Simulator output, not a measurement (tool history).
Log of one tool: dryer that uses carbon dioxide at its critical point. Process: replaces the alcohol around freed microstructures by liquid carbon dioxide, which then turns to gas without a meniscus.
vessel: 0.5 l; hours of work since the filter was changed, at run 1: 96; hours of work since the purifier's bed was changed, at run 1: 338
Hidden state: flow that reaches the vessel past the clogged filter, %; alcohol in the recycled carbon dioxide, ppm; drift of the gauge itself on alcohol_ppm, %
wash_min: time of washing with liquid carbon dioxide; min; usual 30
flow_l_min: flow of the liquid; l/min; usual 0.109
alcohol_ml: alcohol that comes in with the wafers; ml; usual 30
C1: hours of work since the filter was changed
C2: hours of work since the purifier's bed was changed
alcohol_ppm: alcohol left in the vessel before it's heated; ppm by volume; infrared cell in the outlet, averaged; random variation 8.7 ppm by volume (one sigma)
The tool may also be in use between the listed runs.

{"run": 1, "day": 0.0, "wash_min": 30, "flow_l_min": 0.109, "alcohol_ml": 30, "C1": 96, "C2": 338, "alcohol_ppm": 721}
{"run": 2, "day": 2.229, "wash_min": 30, "flow_l_min": 0.109, "alcohol_ml": 30, "C1": 127, "C2": 369, "alcohol_ppm": 779}
{"run": 3, "day": 4.771, "wash_min": 30, "flow_l_min": 0.109, "alcohol_ml": 30, "C1": 162, "C2": 404, "alcohol_ppm": 812}
{"run": 4, "day": 6.6, "wash_min": 30, "flow_l_min": 0.109, "alcohol_ml": 57, "C1": 188, "C2": 430, "alcohol_ppm": 1562}
{"run": 5, "day": 8.167, "wash_min": 30, "flow_l_min": 0.109, "alcohol_ml": 30, "C1": 210, "C2": 451, "alcohol_ppm": 935}
{"run": 6, "day": 10.938, "wash_min": 48, "flow_l_min": 0.109, "alcohol_ml": 30, "C1": 248, "C2": 490, "alcohol_ppm": 227}
{"run": 7, "day": 13.162, "wash_min": 30, "flow_l_min": 0.109, "alcohol_ml": 29, "C1": 279, "C2": 521, "alcohol_ppm": 1130}
{"day": 13.825, "done": "inlet filter changed"}
{"run": 8, "day": 16.117, "wash_min": 30, "flow_l_min": 0.109, "alcohol_ml": 29, "C1": 32, "C2": 562, "alcohol_ppm": 673}
{"run": 9, "day": 18.342, "wash_min": 30, "flow_l_min": 0.109, "alcohol_ml": 30, "C1": 63, "C2": 593, "alcohol_ppm": 761}
{"run": 10, "day": 20.75, "wash_min": 30, "flow_l_min": 0.109, "alcohol_ml": 26, "C1": 97, "C2": 626, "alcohol_ppm": 718}
{"run": 11, "day": 22.088, "wash_min": 30, "flow_l_min": 0.109, "alcohol_ml": 26, "C1": 115, "C2": 645, "alcohol_ppm": 772}
{"day": 24.442, "done": "purifier's bed changed"}
{"run": 12, "day": 24.692, "wash_min": 30, "flow_l_min": 0.074, "alcohol_ml": 30, "C1": 150, "C2": 3, "alcohol_ppm": 2772}
{"run": 13, "day": 26.858, "wash_min": 30, "flow_l_min": 0.151, "alcohol_ml": 30, "C1": 180, "C2": 34, "alcohol_ppm": 174}
{"run": 14, "day": 28.767, "wash_min": 30, "flow_l_min": 0.151, "alcohol_ml": 30, "C1": 207, "C2": 60, "alcohol_ppm": 198}
{"run": 15, "day": 30.196, "wash_min": 27, "flow_l_min": 0.151, "alcohol_ml": 30, "C1": 226, "C2": 80, "alcohol_ppm": 380}
{"run": 16, "day": 32.675, "wash_min": 27, "flow_l_min": 0.151, "alcohol_ml": 30, "C1": 261, "C2": 115, "alcohol_ppm": 429}
{"day": 34.629, "done": "inlet filter changed"}
{"run": 17, "day": 35.296, "wash_min": 30, "flow_l_min": 0.164, "alcohol_ml": 30, "C1": 9, "C2": 151, "alcohol_ppm": 104}
{"run": 18, "day": 37.971, "wash_min": 30, "flow_l_min": 0.164, "alcohol_ml": 30, "C1": 47, "C2": 188, "alcohol_ppm": 117}
{"run": 19, "day": 39.725, "wash_min": 30, "flow_l_min": 0.164, "alcohol_ml": 30, "C1": 71, "C2": 212, "alcohol_ppm": 130}
{"run": 20, "day": 41.888, "wash_min": 30, "flow_l_min": 0.164, "alcohol_ml": 30, "C1": 101, "C2": 243, "alcohol_ppm": 142}
{"run": 21, "day": 43.858, "wash_min": 22, "flow_l_min": 0.164, "alcohol_ml": 30, "C1": 129, "C2": 270, "alcohol_ppm": 553}
{"run": 22, "day": 45.292, "wash_min": 42, "flow_l_min": 0.164, "alcohol_ml": 30, "C1": 149, "C2": 290, "alcohol_ppm": 96}
{"run": 23, "day": 46.558, "wash_min": 26, "flow_l_min": 0.109, "alcohol_ml": 22, "C1": 166, "C2": 308, "alcohol_ppm": 1059}
{"run": 24, "day": 48.225, "wash_min": 26, "flow_l_min": 0.109, "alcohol_ml": 22, "C1": 189, "C2": 331, "alcohol_ppm": 1119}
{"run": 25, "day": 49.946, "wash_min": 26, "flow_l_min": 0.119, "alcohol_ml": 22, "C1": 214, "C2": 355, "alcohol_ppm": 928}
{"run": 26, "day": 52.671, "wash_min": 47, "flow_l_min": 0.144, "alcohol_ml": 30, "C1": 252, "C2": 393, "alcohol_ppm": 126}
{"run": 27, "day": 54.95, "wash_min": 40, "flow_l_min": 0.122, "alcohol_ml": 30, "C1": 283, "C2": 425, "alcohol_ppm": 261}
{"day": 55.325, "done": "inlet filter changed"}
{"run": 28, "day": 56.962, "wash_min": 25, "flow_l_min": 0.086, "alcohol_ml": 28, "C1": 23, "C2": 452, "alcohol_ppm": 2495}
{"run": 29, "day": 58.675, "wash_min": 25, "flow_l_min": 0.086, "alcohol_ml": 28, "C1": 47, "C2": 476, "alcohol_ppm": 2646}
{"run": 30, "day": 59.958, "wash_min": 35, "flow_l_min": 0.086, "alcohol_ml": 54, "C1": 65, "C2": 494, "alcohol_ppm": 1575}
{"run": 31, "day": 62.758, "wash_min": 35, "flow_l_min": 0.086, "alcohol_ml": 54, "C1": 104, "C2": 533, "alcohol_ppm": 1705}
{"run": 32, "day": 64.154, "wash_min": 38, "flow_l_min": 0.105, "alcohol_ml": 74, "C1": 123, "C2": 552, "alcohol_ppm": 746}
{"run": 33, "day": 66.35, "wash_min": 22, "flow_l_min": 0.105, "alcohol_ml": 41, "C1": 154, "C2": 583, "alcohol_ppm": 3866}
{"run": 34, "day": 69.212, "wash_min": 30, "flow_l_min": 0.116, "alcohol_ml": 66, "C1": 194, "C2": 623, "alcohol_ppm": 1554}
{"run": 35, "day": 71.504, "wash_min": 20, "flow_l_min": 0.147, "alcohol_ml": 41, "C1": 226, "C2": 655, "alcohol_ppm": 2157}
{"day": 73.312, "done": "purifier's bed changed"}
{"run": 36, "day": 74.283, "wash_min": 30, "flow_l_min": 0.174, "alcohol_ml": 33, "C1": 263, "C2": 14, "alcohol_ppm": 116}
{"day": 76.154, "done": "inlet filter changed"}
{"run": 37, "day": 76.308, "wash_min": 39, "flow_l_min": 0.118, "alcohol_ml": 30, "C1": 2, "C2": 41, "alcohol_ppm": 84}
{"run": 38, "day": 78.917, "wash_min": 38, "flow_l_min": 0.12, "alcohol_ml": 53, "C1": 38, "C2": 78, "alcohol_ppm": 175}
{"run": 39, "day": 80.212, "wash_min": 30, "flow_l_min": 0.109, "alcohol_ml": 22, "C1": 57, "C2": 96, "alcohol_ppm": 428}
{"run": 40, "day": 83.171, "wash_min": 30, "flow_l_min": 0.109, "alcohol_ml": 22, "C1": 98, "C2": 137, "alcohol_ppm": 496}
{"run": 41, "day": 85.021, "wash_min": 46, "flow_l_min": 0.109, "alcohol_ml": 30, "C1": 124, "C2": 163, "alcohol_ppm": 118}
{"run": 42, "day": 87.704, "wash_min": 46, "flow_l_min": 0.109, "alcohol_ml": 30, "C1": 161, "C2": 200, "alcohol_ppm": 126}
{"run": 43, "day": 89.479, "wash_min": 33, "flow_l_min": 0.103, "alcohol_ml": 61, "C1": 186, "C2": 225, "alcohol_ppm": 1359}

Forecast each of these 4 alternatives for the next run:
{"run": "A", "day": 91.429, "wash_min": 30, "flow_l_min": 0.09, "alcohol_ml": 75, "C1": 213, "C2": 252, "alcohol_ppm": "?"}
{"run": "B", "day": 91.429, "wash_min": 38, "flow_l_min": 0.109, "alcohol_ml": 30, "C1": 213, "C2": 252, "alcohol_ppm": "?"}
{"run": "C", "day": 91.429, "wash_min": 33, "flow_l_min": 0.115, "alcohol_ml": 35, "C1": 213, "C2": 252, "alcohol_ppm": "?"}
{"run": "D", "day": 91.429, "wash_min": 43, "flow_l_min": 0.078, "alcohol_ml": 39, "C1": 213, "C2": 252, "alcohol_ppm": "?"}

run=A alcohol_ppm=4321
run=B alcohol_ppm=345
run=C alcohol_ppm=577
run=D alcohol_ppm=974
Without the tool's hidden state the same runs would have given:
run=A alcohol_ppm=2643
run=B alcohol_ppm=136
run=C alcohol_ppm=260
run=D alcohol_ppm=502
